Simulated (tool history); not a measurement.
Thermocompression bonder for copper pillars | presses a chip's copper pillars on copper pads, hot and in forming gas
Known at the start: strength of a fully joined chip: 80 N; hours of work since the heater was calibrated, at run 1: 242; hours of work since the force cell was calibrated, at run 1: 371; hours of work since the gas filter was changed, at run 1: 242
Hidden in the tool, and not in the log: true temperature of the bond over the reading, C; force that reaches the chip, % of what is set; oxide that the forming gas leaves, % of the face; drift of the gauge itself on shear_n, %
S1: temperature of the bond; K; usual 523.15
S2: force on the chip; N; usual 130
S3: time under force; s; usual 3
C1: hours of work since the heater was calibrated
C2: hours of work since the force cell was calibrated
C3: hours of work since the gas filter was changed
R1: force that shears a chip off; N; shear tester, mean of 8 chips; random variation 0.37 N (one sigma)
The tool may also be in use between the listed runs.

run 1 hour=0 | S1=523.15 S2=130 S3=3 | C1=242 C2=371 C3=242 | R1=27.4
run 2 hour=32.1 | S1=523.15 S2=130 S3=3 | C1=265 C2=394 C3=265 | R1=27.8
run 3 hour=61.7 | S1=523.15 S2=130 S3=3 | C1=287 C2=415 C3=287 | R1=27.8
run 4 hour=105.3 | S1=546.15 S2=130 S3=3 | C1=318 C2=446 C3=318 | R1=35.7
run 5 hour=138.2 | S1=523.15 S2=130 S3=3 | C1=341 C2=470 C3=341 | R1=27.6
run 6 hour=158.3 | S1=523.15 S2=130 S3=3 | C1=356 C2=484 C3=356 | R1=27.8
run 7 hour=182.2 | S1=523.15 S2=97 S3=3 | C1=373 C2=501 C3=373 | R1=22.9
run 8 hour=208.5 | S1=523.15 S2=130 S3=3 | C1=392 C2=520 C3=392 | R1=28.8
run 9 hour=235.6 | S1=523.15 S2=130 S3=3 | C1=411 C2=539 C3=411 | R1=27.6
run 10 hour=266.5 | S1=523.15 S2=130 S3=3 | C1=433 C2=562 C3=433 | R1=27.8
run 11 hour=285.4 | S1=523.15 S2=130 S3=3 | C1=447 C2=575 C3=447 | R1=27.9
-- hour=321 forming gas filter changed
run 12 hour=321 | S1=508.15 S2=130 S3=3 | C1=472 C2=600 C3=0 | R1=25.9
run 13 hour=350 | S1=508.15 S2=130 S3=3 | C1=492 C2=621 C3=21 | R1=25.5
run 14 hour=376.6 | S1=508.15 S2=130 S3=3 | C1=512 C2=640 C3=40 | R1=25.5
-- hour=380.5 force cell calibrated
run 15 hour=421.4 | S1=523.15 S2=130 S3=3 | C1=542 C2=29 C3=71 | R1=30.6
run 16 hour=446.4 | S1=523.15 S2=130 S3=3 | C1=560 C2=47 C3=89 | R1=31.1
-- hour=461.9 force cell calibrated, once more
run 17 hour=470.6 | S1=523.15 S2=130 S3=3 | C1=577 C2=6 C3=105 | R1=30.5
run 18 hour=506.1 | S1=523.15 S2=130 S3=2 | C1=602 C2=32 C3=130 | R1=24.8
run 19 hour=528.1 | S1=505.15 S2=110 S3=8 | C1=618 C2=47 C3=146 | R1=32.2
run 20 hour=570.4 | S1=505.15 S2=110 S3=8 | C1=648 C2=78 C3=176 | R1=31.6
run 21 hour=601.2 | S1=496.15 S2=79 S3=2 | C1=670 C2=100 C3=198 | R1=12.8
run 22 hour=637.3 | S1=496.15 S2=79 S3=4 | C1=696 C2=126 C3=224 | R1=16.8
run 23 hour=664.4 | S1=534.15 S2=79 S3=2 | C1=715 C2=145 C3=244 | R1=20.9
run 24 hour=686.2 | S1=534.15 S2=79 S3=2 | C1=731 C2=160 C3=259 | R1=20.9
run 25 hour=730.1 | S1=534.15 S2=79 S3=2 | C1=762 C2=192 C3=291 | R1=21.9
run 26 hour=772.5 | S1=522.15 S2=187 S3=2 | C1=793 C2=222 C3=321 | R1=30.7
run 27 hour=791.9 | S1=522.15 S2=187 S3=2 | C1=807 C2=236 C3=335 | R1=29.8
run 28 hour=829 | S1=522.15 S2=187 S3=2 | C1=833 C2=263 C3=361 | R1=29.6
run 29 hour=850 | S1=531.15 S2=102 S3=7 | C1=848 C2=278 C3=376 | R1=37.9
run 30 hour=892.3 | S1=523.15 S2=84 S3=5 | C1=878 C2=308 C3=407 | R1=28.3
run 31 hour=914.9 | S1=507.15 S2=130 S3=3 | C1=895 C2=324 C3=423 | R1=23.7
run 32 hour=949.6 | S1=507.15 S2=130 S3=3 | C1=919 C2=349 C3=448 | R1=23.7
-- hour=958.2 heater calibrated with a thermocouple chip
-- hour=985.3 forming gas filter changed
run 33 hour=990.5 | S1=493.15 S2=130 S3=2 | C1=23 C2=376 C3=4 | R1=16.3
run 34 hour=1034.1 | S1=493.15 S2=130 S3=2 | C1=54 C2=408 C3=35 | R1=16.4
run 35 hour=1059.9 | S1=493.15 S2=130 S3=2 | C1=72 C2=426 C3=53 | R1=15.7
run 36 hour=1082.8 | S1=545.15 S2=180 S3=3 | C1=89 C2=443 C3=70 | R1=43.1

Forecast each of these 4 alternatives for the next run:
run A hour=1124.3 | S1=523.15 S2=130 S3=5 | C1=119 C2=472 C3=99 | R1=?
run B hour=1124.3 | S1=549.15 S2=180 S3=8 | C1=119 C2=472 C3=99 | R1=?
run C hour=1124.3 | S1=513.15 S2=130 S3=3 | C1=119 C2=472 C3=99 | R1=?
run D hour=1124.3 | S1=529.15 S2=129 S3=7 | C1=119 C2=472 C3=99 | R1=?

run=A R1=34.6
run=B R1=58.6
run=C R1=25.7
run=D R1=41.7
Without the tool's hidden state the same runs would have given:
run=A R1=33.9
run=B R1=58.4
run=C R1=25
run=D R1=41
